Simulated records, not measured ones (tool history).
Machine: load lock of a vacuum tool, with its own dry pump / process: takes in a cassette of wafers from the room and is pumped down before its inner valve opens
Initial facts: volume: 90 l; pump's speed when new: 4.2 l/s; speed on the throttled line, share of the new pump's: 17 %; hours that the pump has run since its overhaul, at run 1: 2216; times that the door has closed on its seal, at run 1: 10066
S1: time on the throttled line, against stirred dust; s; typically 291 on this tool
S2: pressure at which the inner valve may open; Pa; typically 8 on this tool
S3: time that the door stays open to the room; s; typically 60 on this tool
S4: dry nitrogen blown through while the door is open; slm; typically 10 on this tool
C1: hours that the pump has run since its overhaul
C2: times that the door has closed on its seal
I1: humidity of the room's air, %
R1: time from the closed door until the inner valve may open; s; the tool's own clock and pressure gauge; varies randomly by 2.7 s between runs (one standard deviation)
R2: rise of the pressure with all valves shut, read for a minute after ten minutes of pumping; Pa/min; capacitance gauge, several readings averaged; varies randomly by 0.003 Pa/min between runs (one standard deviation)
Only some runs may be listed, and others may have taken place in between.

Run 1, hour 0.0: usual settings; C1 2216; C2 10066; I1 43.0. Result: R1 446.4 s, R2 0.035 Pa/min.
Run 2, hour 108.9: usual settings; C1 2325; C2 10300; I1 42.7. Result: R1 448.3 s, R2 0.041 Pa/min.
Run 3, hour 205.5: usual settings; C1 2421; C2 10508; I1 45.0. Result: R1 444.6 s, R2 0.040 Pa/min.
Run 4, hour 262.5: usual settings; C1 2478; C2 10630; I1 48.2. Result: R1 446.6 s, R2 0.042 Pa/min.
Run 5, hour 360.0: usual settings but S3 28 s; C1 2576; C2 10839; I1 42.8. Result: R1 447.7 s, R2 0.024 Pa/min.
Run 6, hour 443.9: usual settings but S3 28 s; C1 2660; C2 11020; I1 46.2. Result: R1 448.7 s, R2 0.031 Pa/min.
Run 7, hour 536.7: usual settings but S3 28 s, S4 24 slm; C1 2752; C2 11219; I1 45.2. Result: R1 452.0 s, R2 0.027 Pa/min.
Run 8, hour 592.3: usual settings but S3 28 s, S4 24 slm; C1 2808; C2 11339; I1 45.7. Result: R1 448.5 s, R2 0.022 Pa/min.
Run 9, hour 659.6: usual settings but S3 28 s, S4 24 slm; C1 2875; C2 11483; I1 46.3. Result: R1 450.8 s, R2 0.016 Pa/min.
Run 10, hour 768.5: usual settings; C1 2984; C2 11717; I1 48.2. Result: R1 448.0 s, R2 0.042 Pa/min.
Run 11, hour 819.3: usual settings; C1 3035; C2 11826; I1 41.0. Result: R1 452.7 s, R2 0.036 Pa/min.
Run 12, hour 922.9: usual settings; C1 3139; C2 12049; I1 46.0. Result: R1 446.9 s, R2 0.035 Pa/min.
Run 13, hour 1002.7: usual settings; C1 3218; C2 12220; I1 44.4. Result: R1 443.9 s, R2 0.034 Pa/min.
Run 14, hour 1047.4: usual settings but S3 47 s; C1 3263; C2 12316; I1 42.2. Result: R1 446.6 s, R2 0.032 Pa/min.
Run 15, hour 1149.7: usual settings; C1 3365; C2 12536; I1 46.6. Result: R1 449.5 s, R2 0.039 Pa/min.
Run 16, hour 1216.5: usual settings; C1 3432; C2 12679; I1 45.4. Result: R1 447.6 s, R2 0.042 Pa/min.
Run 17, hour 1302.0: usual settings; C1 3518; C2 12863; I1 43.6. Result: R1 449.6 s, R2 0.041 Pa/min.
Run 18, hour 1353.2: usual settings; C1 3569; C2 12973; I1 42.4. Result: R1 446.5 s, R2 0.038 Pa/min.
Run 19, hour 1457.8: usual settings; C1 3673; C2 13198; I1 42.8. Result: R1 451.9 s, R2 0.038 Pa/min.
Run 20, hour 1529.7: usual settings but S2 14 Pa; C1 3745; C2 13352; I1 46.7. Result: R1 434.3 s, R2 0.041 Pa/min.
Run 21, hour 1631.2: usual settings but S1 330 s, S2 16 Pa, S3 107 s, S4 34 slm; C1 3847; C2 13570; I1 43.2. Result: R1 458.8 s, R2 0.028 Pa/min.
Run 22, hour 1679.2: usual settings but S1 385 s, S2 9 Pa, S3 40 s, S4 4 slm; C1 3895; C2 13673; I1 46.8. Result: R1 522.7 s, R2 0.035 Pa/min.
Run 23, hour 1778.8: usual settings but S1 385 s, S2 9 Pa, S3 40 s, S4 4 slm; C1 3994; C2 13887; I1 42.7. Result: R1 520.3 s, R2 0.035 Pa/min.
Run 24, hour 1863.3: usual settings but S3 185 s; C1 4079; C2 14069; I1 44.4. Result: R1 450.4 s, R2 0.063 Pa/min.
Run 25, hour 1951.6: usual settings but S2 9 Pa, S3 153 s, S4 18 slm; C1 4167; C2 14258; I1 45.6. Result: R1 445.2 s, R2 0.049 Pa/min.
Run 26, hour 2053.4: usual settings but S2 9 Pa, S3 153 s, S4 18 slm; C1 4269; C2 14477; I1 45.3. Result: R1 445.4 s, R2 0.048 Pa/min.
Run 27, hour 2114.7: usual settings but S2 10 Pa, S4 7 slm; C1 4330; C2 14609; I1 47.0. Result: R1 441.1 s, R2 0.040 Pa/min.
Run 28, hour 2169.3: usual settings but S1 202 s, S3 26 s, S4 14 slm; C1 4385; C2 14726; I1 45.2. Result: R1 372.9 s, R2 0.023 Pa/min.
Run 29, hour 2257.0: usual settings but S1 390 s, S3 148 s, S4 5 slm; C1 4473; C2 14915; I1 43.7. Result: R1 531.3 s, R2 0.063 Pa/min.
Run 30, hour 2311.6: usual settings but S1 364 s, S3 70 s; C1 4527; C2 15032; I1 47.3. Result: R1 511.1 s, R2 0.044 Pa/min.
Run 31, hour 2360.9: usual settings but S1 364 s, S2 15 Pa, S3 70 s, S4 5 slm; C1 4577; C2 15138; I1 47.2. Result: R1 495.4 s, R2 0.047 Pa/min.
Run 32, hour 2424.3: usual settings but S1 237 s, S3 40 s, S4 7 slm; C1 4640; C2 15274; I1 46.4. Result: R1 399.8 s, R2 0.041 Pa/min.
Run 33, hour 2495.3: usual settings but S1 397 s, S2 7 Pa, S3 196 s, S4 9 slm; C1 4711; C2 15426; I1 46.1. Result: R1 538.2 s, R2 0.062 Pa/min.
Run 34, hour 2593.6: usual settings but S1 210 s, S2 7 Pa, S3 196 s, S4 9 slm; C1 4809; C2 15638; I1 43.5. Result: R1 380.3 s, R2 0.062 Pa/min.
Run 35, hour 2665.2: usual settings but S1 579 s, S2 7 Pa, S3 73 s, S4 9 slm; C1 4881; C2 15791; I1 42.9. Result: R1 692.3 s, R2 0.044 Pa/min.
Run 36, hour 2738.6: usual settings but S2 6 Pa, S4 27 slm; C1 4954; C2 15949; I1 45.8. Result: R1 459.0 s, R2 0.026 Pa/min.
Run 37, hour 2792.6: usual settings but S1 253 s, S2 13 Pa; C1 5008; C2 16065; I1 47.0. Result: R1 402.4 s, R2 0.040 Pa/min.

Run 38, settings as shown, results not yet in. Your forecast:
Run 38, hour 2879.2: usual settings but S3 25 s; C1 5095; C2 16251; I1 43.6. Result: R1 ?, R2 ?.

{"run 38": {"R1": 448.4, "R2": 0.02}}
The same run, on a tool lacking any hidden state, would have yielded R1 448.4 s, R2 0.019 Pa/min.
